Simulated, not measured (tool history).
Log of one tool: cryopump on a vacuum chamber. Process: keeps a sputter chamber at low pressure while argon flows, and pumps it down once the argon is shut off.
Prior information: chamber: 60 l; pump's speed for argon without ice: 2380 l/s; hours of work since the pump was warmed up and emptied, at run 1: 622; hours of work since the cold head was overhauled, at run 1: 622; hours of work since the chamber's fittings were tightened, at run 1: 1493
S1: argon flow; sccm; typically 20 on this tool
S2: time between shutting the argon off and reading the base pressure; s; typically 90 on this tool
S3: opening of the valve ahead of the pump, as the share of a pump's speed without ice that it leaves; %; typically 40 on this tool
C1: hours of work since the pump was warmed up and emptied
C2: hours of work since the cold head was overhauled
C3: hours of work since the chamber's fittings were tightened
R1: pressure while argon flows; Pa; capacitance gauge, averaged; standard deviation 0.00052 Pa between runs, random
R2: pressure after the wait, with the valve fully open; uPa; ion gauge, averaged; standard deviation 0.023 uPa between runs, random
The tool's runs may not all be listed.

| run | hour | S1 | S2 | S3 | C1 | C2 | C3 | R1 | R2 |
|---|---|---|---|---|---|---|---|---|---|
| 1 | 0 | 20 | 90 | 40 | 622 | 622 | 1493 | 0.0388 | 1.69 |
| 2 | 13.4 | 11 | 90 | 40 | 633 | 633 | 1504 | 0.0207 | 1.74 |
| 3 | 37.9 | 11 | 90 | 40 | 652 | 652 | 1523 | 0.0217 | 1.72 |
| 4 | 55.2 | 11 | 90 | 40 | 666 | 666 | 1537 | 0.0206 | 1.75 |
| 5 | 67.3 | 11 | 90 | 40 | 675 | 675 | 1546 | 0.0211 | 1.79 |
| 6 | 86.9 | 20 | 90 | 32 | 691 | 691 | 1562 | 0.0465 | 1.74 |
| 7 | 107.8 | 20 | 90 | 40 | 707 | 707 | 1578 | 0.0379 | 1.78 |
| 8 | 128.7 | 20 | 90 | 40 | 724 | 724 | 1595 | 0.0394 | 1.76 |
| 9 | 146.9 | 20 | 90 | 40 | 738 | 738 | 1609 | 0.0392 | 1.76 |
| 10 | 168.1 | 20 | 90 | 40 | 755 | 755 | 1626 | 0.0387 | 1.77 |
| 11 | 194 | 20 | 90 | 40 | 775 | 775 | 1646 | 0.0397 | 1.82 |
| 12 | 215.5 | 20 | 90 | 40 | 792 | 792 | 1663 | 0.0393 | 1.85 |
| 13 | 243.3 | 20 | 90 | 40 | 814 | 814 | 1685 | 0.0398 | 1.86 |
| 14 | 262.9 | 20 | 90 | 40 | 830 | 830 | 1701 | 0.0397 | 1.95 |
| 15 | 288.8 | 20 | 90 | 40 | 850 | 850 | 1721 | 0.0399 | 1.95 |
| 16 | 316.1 | 20 | 90 | 40 | 872 | 872 | 1743 | 0.0394 | 1.9 |
| 17 | 332.3 | 20 | 90 | 40 | 884 | 884 | 1755 | 0.0388 | 2 |
| 18 | 349.6 | 14 | 209 | 40 | 898 | 898 | 1769 | 0.0278 | 1.6 |
| 19 | 374.7 | 14 | 209 | 40 | 918 | 918 | 1789 | 0.0274 | 1.61 |
| 20 | 388.8 | 14 | 50 | 40 | 929 | 929 | 1800 | 0.0282 | 2.51 |
| 21 | 405.7 | 14 | 50 | 40 | 942 | 942 | 1813 | 0.0281 | 2.61 |
| 22 | 421.9 | 14 | 22 | 29 | 955 | 955 | 1826 | 0.0374 | 4.04 |
| 23 | 447.5 | 14 | 54 | 27 | 975 | 975 | 1846 | 0.0397 | 2.57 |
| 24 | 470 | 14 | 54 | 36 | 993 | 993 | 1864 | 0.0313 | 2.53 |
| 25 | 495.8 | 20 | 83 | 40 | 1013 | 1013 | 1885 | 0.0402 | 2.14 |
| 26 | 516.1 | 40 | 52 | 15 | 1029 | 1029 | 1901 | 0.1999 | 2.58 |
| 27 | 534.4 | 20 | 90 | 17 | 1044 | 1044 | 1915 | 0.0884 | 2.14 |
| 28 | 556.2 | 20 | 90 | 31 | 1061 | 1061 | 1932 | 0.0507 | 2.15 |
| 29 | 573.6 | 14 | 109 | 40 | 1075 | 1075 | 1946 | 0.0281 | 2.08 |
| 30 | 597 | 20 | 90 | 37 | 1093 | 1093 | 1964 | 0.0444 | 2.19 |
| 31 | 618.9 | 13 | 22 | 40 | 1110 | 1110 | 1982 | 0.0273 | 4.26 |
| 32 | 640.4 | 13 | 22 | 40 | 1127 | 1127 | 1999 | 0.027 | 4.28 |
| 33 | 655.7 | 13 | 22 | 40 | 1139 | 1139 | 2011 | 0.027 | 4.33 |

3 ways to go on from here, each from the tool as it stands after run 33. What would each give?
|  | 665.6 | pump warmed up, emptied and cooled again |
| A | 680.7 | 9 | 22 | 51 | 12 | 1155 | 2026 | ? | ? |
|  | 665.6 | pump warmed up, emptied and cooled again |
| B | 680.7 | 30 | 95 | 41 | 12 | 1155 | 2026 | ? | ? |
|  | 665.6 | pump warmed up, emptied and cooled again |
| C | 680.7 | 16 | 26 | 40 | 12 | 1155 | 2026 | ? | ? |

| run | R1 | R2 |
|---|---|---|
| A | 0.0122 | 3.84 |
| B | 0.052 | 1.74 |
| C | 0.0285 | 3.47 |
Without the tool's hidden state the same runs would have given:
| run | R1 | R2 |
|---|---|---|
| A | 0.0121 | 2.82 |
| B | 0.0517 | 0.72 |
| C | 0.0283 | 2.44 |
